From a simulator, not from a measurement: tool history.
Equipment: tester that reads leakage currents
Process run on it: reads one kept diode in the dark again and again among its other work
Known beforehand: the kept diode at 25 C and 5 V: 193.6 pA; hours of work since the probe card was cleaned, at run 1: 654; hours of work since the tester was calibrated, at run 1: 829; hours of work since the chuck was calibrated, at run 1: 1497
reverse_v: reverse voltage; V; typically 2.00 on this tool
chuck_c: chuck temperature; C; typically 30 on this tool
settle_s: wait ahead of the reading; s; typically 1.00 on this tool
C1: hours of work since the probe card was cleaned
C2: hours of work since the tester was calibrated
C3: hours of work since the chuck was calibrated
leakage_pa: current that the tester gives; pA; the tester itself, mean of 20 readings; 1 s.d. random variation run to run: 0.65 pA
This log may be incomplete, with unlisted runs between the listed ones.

{"run": 1, "hour": 0.0, "reverse_v": 2.0, "chuck_c": 30, "settle_s": 1.0, "C1": 654, "C2": 829, "C3": 1497, "leakage_pa": 271.73}
{"run": 2, "hour": 40.4, "reverse_v": 2.0, "chuck_c": 30, "settle_s": 1.0, "C1": 674, "C2": 849, "C3": 1517, "leakage_pa": 276.77}
{"run": 3, "hour": 76.2, "reverse_v": 2.0, "chuck_c": 30, "settle_s": 1.0, "C1": 692, "C2": 867, "C3": 1535, "leakage_pa": 274.36}
{"run": 4, "hour": 136.9, "reverse_v": 2.0, "chuck_c": 30, "settle_s": 1.0, "C1": 723, "C2": 898, "C3": 1566, "leakage_pa": 276.37}
{"run": 5, "hour": 190.9, "reverse_v": 2.0, "chuck_c": 59, "settle_s": 1.0, "C1": 750, "C2": 925, "C3": 1593, "leakage_pa": 3092.2}
{"hour": 200.0, "done": "chuck's temperature calibrated"}
{"run": 6, "hour": 254.4, "reverse_v": 2.0, "chuck_c": 30, "settle_s": 0.31, "C1": 781, "C2": 956, "C3": 27, "leakage_pa": 221.54}
{"run": 7, "hour": 314.9, "reverse_v": 2.0, "chuck_c": 30, "settle_s": 1.0, "C1": 811, "C2": 986, "C3": 58, "leakage_pa": 223.64}
{"run": 8, "hour": 369.5, "reverse_v": 7.64, "chuck_c": 30, "settle_s": 1.0, "C1": 839, "C2": 1014, "C3": 85, "leakage_pa": 379.52}
{"run": 9, "hour": 410.3, "reverse_v": 7.64, "chuck_c": 30, "settle_s": 1.0, "C1": 859, "C2": 1034, "C3": 106, "leakage_pa": 381.33}
{"run": 10, "hour": 457.0, "reverse_v": 2.0, "chuck_c": 30, "settle_s": 2.01, "C1": 883, "C2": 1058, "C3": 129, "leakage_pa": 223.9}
{"run": 11, "hour": 486.3, "reverse_v": 2.0, "chuck_c": 30, "settle_s": 2.01, "C1": 897, "C2": 1073, "C3": 144, "leakage_pa": 225.06}
{"run": 12, "hour": 520.5, "reverse_v": 2.0, "chuck_c": 30, "settle_s": 2.01, "C1": 915, "C2": 1090, "C3": 161, "leakage_pa": 226.14}
{"run": 13, "hour": 562.3, "reverse_v": 2.22, "chuck_c": 30, "settle_s": 2.01, "C1": 936, "C2": 1111, "C3": 182, "leakage_pa": 235.01}
{"run": 14, "hour": 610.6, "reverse_v": 2.22, "chuck_c": 30, "settle_s": 2.01, "C1": 960, "C2": 1135, "C3": 207, "leakage_pa": 236.47}
{"run": 15, "hour": 641.9, "reverse_v": 2.22, "chuck_c": 30, "settle_s": 2.01, "C1": 976, "C2": 1151, "C3": 222, "leakage_pa": 237.24}
{"run": 16, "hour": 696.7, "reverse_v": 2.22, "chuck_c": 30, "settle_s": 2.01, "C1": 1003, "C2": 1178, "C3": 250, "leakage_pa": 239.04}
{"run": 17, "hour": 757.7, "reverse_v": 2.22, "chuck_c": 30, "settle_s": 2.01, "C1": 1034, "C2": 1209, "C3": 280, "leakage_pa": 239.29}
{"run": 18, "hour": 819.4, "reverse_v": 10.44, "chuck_c": 30, "settle_s": 1.0, "C1": 1065, "C2": 1240, "C3": 311, "leakage_pa": 445.55}
{"run": 19, "hour": 873.7, "reverse_v": 2.0, "chuck_c": 30, "settle_s": 1.0, "C1": 1092, "C2": 1267, "C3": 339, "leakage_pa": 231.1}
{"hour": 879.5, "done": "probe card cleaned and baked"}
{"run": 20, "hour": 937.0, "reverse_v": 2.0, "chuck_c": 40, "settle_s": 1.0, "C1": 29, "C2": 1298, "C3": 369, "leakage_pa": 570.07}
{"run": 21, "hour": 991.8, "reverse_v": 1.62, "chuck_c": 54, "settle_s": 1.1, "C1": 56, "C2": 1325, "C3": 397, "leakage_pa": 1661.93}
{"run": 22, "hour": 1033.2, "reverse_v": 3.64, "chuck_c": 29, "settle_s": 0.49, "C1": 77, "C2": 1346, "C3": 418, "leakage_pa": 272.2}
{"hour": 1063.0, "done": "probe card cleaned and baked, once more"}
{"run": 23, "hour": 1092.1, "reverse_v": 3.64, "chuck_c": 29, "settle_s": 0.49, "C1": 15, "C2": 1374, "C3": 446, "leakage_pa": 271.81}
{"run": 24, "hour": 1126.7, "reverse_v": 1.45, "chuck_c": 52, "settle_s": 0.49, "C1": 32, "C2": 1392, "C3": 463, "leakage_pa": 1383.01}
{"run": 25, "hour": 1164.5, "reverse_v": 2.75, "chuck_c": 56, "settle_s": 1.0, "C1": 51, "C2": 1411, "C3": 482, "leakage_pa": 2425.58}
{"run": 26, "hour": 1217.2, "reverse_v": 3.92, "chuck_c": 41, "settle_s": 0.3, "C1": 78, "C2": 1437, "C3": 509, "leakage_pa": 820.19}
{"run": 27, "hour": 1274.0, "reverse_v": 3.92, "chuck_c": 41, "settle_s": 0.3, "C1": 106, "C2": 1466, "C3": 537, "leakage_pa": 823.84}
{"run": 28, "hour": 1313.4, "reverse_v": 1.27, "chuck_c": 30, "settle_s": 1.0, "C1": 126, "C2": 1486, "C3": 557, "leakage_pa": 199.85}
{"run": 29, "hour": 1359.5, "reverse_v": 1.27, "chuck_c": 30, "settle_s": 1.0, "C1": 149, "C2": 1509, "C3": 580, "leakage_pa": 199.74}
{"run": 30, "hour": 1403.0, "reverse_v": 1.27, "chuck_c": 30, "settle_s": 1.0, "C1": 171, "C2": 1531, "C3": 602, "leakage_pa": 201.05}
{"run": 31, "hour": 1435.9, "reverse_v": 1.29, "chuck_c": 57, "settle_s": 2.51, "C1": 188, "C2": 1547, "C3": 619, "leakage_pa": 1995.38}
{"run": 32, "hour": 1483.0, "reverse_v": 11.74, "chuck_c": 31, "settle_s": 0.83, "C1": 211, "C2": 1571, "C3": 642, "leakage_pa": 530.95}
{"run": 33, "hour": 1518.2, "reverse_v": 11.0, "chuck_c": 57, "settle_s": 5.06, "C1": 229, "C2": 1589, "C3": 660, "leakage_pa": 4607.23}
{"run": 34, "hour": 1551.7, "reverse_v": 2.0, "chuck_c": 39, "settle_s": 0.34, "C1": 246, "C2": 1605, "C3": 677, "leakage_pa": 543.72}
{"run": 35, "hour": 1599.4, "reverse_v": 5.39, "chuck_c": 25, "settle_s": 1.15, "C1": 270, "C2": 1629, "C3": 701, "leakage_pa": 225.41}
{"run": 36, "hour": 1642.9, "reverse_v": 1.9, "chuck_c": 30, "settle_s": 1.0, "C1": 292, "C2": 1651, "C3": 723, "leakage_pa": 240.46}
{"run": 37, "hour": 1696.6, "reverse_v": 1.9, "chuck_c": 30, "settle_s": 1.0, "C1": 319, "C2": 1678, "C3": 750, "leakage_pa": 241.8}
{"run": 38, "hour": 1727.0, "reverse_v": 1.9, "chuck_c": 30, "settle_s": 1.0, "C1": 334, "C2": 1694, "C3": 765, "leakage_pa": 241.5}
{"run": 39, "hour": 1775.0, "reverse_v": 1.08, "chuck_c": 30, "settle_s": 1.0, "C1": 358, "C2": 1718, "C3": 789, "leakage_pa": 194.75}
{"run": 40, "hour": 1807.9, "reverse_v": 2.81, "chuck_c": 26, "settle_s": 1.15, "C1": 375, "C2": 1734, "C3": 806, "leakage_pa": 196.26}

Below, each run's measurement less what the same run would have read without the hidden state. Both values contain the same run-to-run variation, but the gauge's scatter may not be the same in both:
The tool's hidden condition here consists of: stray current of the dirty probe card, pA a volt; current scale over the true one, %; true chuck temperature over the reading, C; drift of the gauge itself on leakage_pa, %.
run=1 leakage_pa=+55.79
run=2 leakage_pa=+57.43
run=3 leakage_pa=+57.55
run=4 leakage_pa=+59.03
run=5 leakage_pa=+568.45
run=6 leakage_pa=+4.22
run=7 leakage_pa=+5.24
run=8 leakage_pa=+12.26
run=9 leakage_pa=+13.46
run=10 leakage_pa=+7.64
run=11 leakage_pa=+8.14
run=12 leakage_pa=+8.73
run=13 leakage_pa=+9.91
run=14 leakage_pa=+10.85
run=15 leakage_pa=+11.44
run=16 leakage_pa=+12.47
run=17 leakage_pa=+13.52
run=18 leakage_pa=+30.54
run=19 leakage_pa=+14.96
run=20 leakage_pa=+36.55
run=21 leakage_pa=+101.48
run=22 leakage_pa=+22.45
run=23 leakage_pa=+20.40
run=24 leakage_pa=+95.45
run=25 leakage_pa=+169.81
run=26 leakage_pa=+64.90
run=27 leakage_pa=+68.25
run=28 leakage_pa=+18.11
run=29 leakage_pa=+18.79
run=30 leakage_pa=+19.53
run=31 leakage_pa=+171.85
run=32 leakage_pa=+54.90
run=33 leakage_pa=+420.35
run=34 leakage_pa=+55.65
run=35 leakage_pa=+26.21
run=36 leakage_pa=+27.48
run=37 leakage_pa=+28.64
run=38 leakage_pa=+29.08
run=39 leakage_pa=+23.96
run=40 leakage_pa=+25.40

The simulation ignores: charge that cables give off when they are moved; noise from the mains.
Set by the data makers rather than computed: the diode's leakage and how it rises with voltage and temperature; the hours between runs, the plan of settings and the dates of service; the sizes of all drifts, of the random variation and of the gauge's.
